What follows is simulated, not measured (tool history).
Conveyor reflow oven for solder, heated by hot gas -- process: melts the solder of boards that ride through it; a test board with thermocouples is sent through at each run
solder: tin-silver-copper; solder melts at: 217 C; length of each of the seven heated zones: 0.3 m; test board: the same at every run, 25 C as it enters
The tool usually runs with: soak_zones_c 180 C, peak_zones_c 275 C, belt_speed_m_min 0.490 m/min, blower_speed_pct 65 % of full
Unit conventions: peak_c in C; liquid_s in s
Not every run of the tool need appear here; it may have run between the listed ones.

Run 1, hour 0.0: usual settings. Result: peak_c 254.8 C, liquid_s 58.7 s.
Run 2, hour 9.0: usual settings but blower_speed_pct 88 % of full. Result: peak_c 259.3 C, liquid_s 62.1 s.
Run 3, hour 14.1: usual settings but belt_speed_m_min 0.430 m/min. Result: peak_c 260.0 C, liquid_s 70.8 s.
Run 4, hour 25.4: usual settings but belt_speed_m_min 0.430 m/min. Result: peak_c 260.5 C, liquid_s 70.8 s.
Run 5, hour 34.6: usual settings but belt_speed_m_min 0.430 m/min. Result: peak_c 259.6 C, liquid_s 69.9 s.
At hour 41.5: flux residue cleaned out of gas plates and filters.
Run 6, hour 44.5: usual settings. Result: peak_c 258.2 C, liquid_s 60.3 s.
Run 7, hour 54.9: usual settings. Result: peak_c 258.4 C, liquid_s 60.3 s.
Run 8, hour 64.0: usual settings but soak_zones_c 176 C, blower_speed_pct 50 % of full. Result: peak_c 252.1 C, liquid_s 54.3 s.
Run 9, hour 74.0: usual settings but soak_zones_c 176 C, blower_speed_pct 50 % of full. Result: peak_c 252.8 C, liquid_s 54.2 s.
Run 10, hour 81.8: usual settings but peak_zones_c 269 C, belt_speed_m_min 0.440 m/min. Result: peak_c 256.2 C, liquid_s 67.3 s.
Run 11, hour 91.4: usual settings but peak_zones_c 269 C, belt_speed_m_min 0.440 m/min. Result: peak_c 256.0 C, liquid_s 67.1 s.
Run 12, hour 100.4: usual settings but soak_zones_c 184 C, blower_speed_pct 78 % of full. Result: peak_c 261.5 C, liquid_s 63.8 s.
Run 13, hour 106.1: usual settings but soak_zones_c 184 C, blower_speed_pct 78 % of full. Result: peak_c 262.4 C, liquid_s 63.8 s.
Run 14, hour 114.0: usual settings but soak_zones_c 184 C, blower_speed_pct 78 % of full. Result: peak_c 260.5 C, liquid_s 64.1 s.

3 ways to go on from here, each from the tool as it stands after run 14. What would each give?
Run A, hour 121.8: usual settings but peak_zones_c 265 C. Result: peak_c ?, liquid_s ?.
Run B, hour 121.8: usual settings but soak_zones_c 181 C, peak_zones_c 289 C, blower_speed_pct 73 % of full. Result: peak_c ?, liquid_s ?.
Run C, hour 121.8: usual settings but soak_zones_c 184 C, peak_zones_c 288 C, belt_speed_m_min 0.526 m/min, blower_speed_pct 78 % of full. Result: peak_c ?, liquid_s ?.

run  peak_c  liquid_s
  A   249.0      54.0
  B   272.5      67.9
  C   268.6      63.5
Stripped of hidden state, with their random variation kept, the same runs would have yielded:
run  peak_c  liquid_s
  A   247.4      52.7
  B   270.9      66.8
  C   267.1      62.5
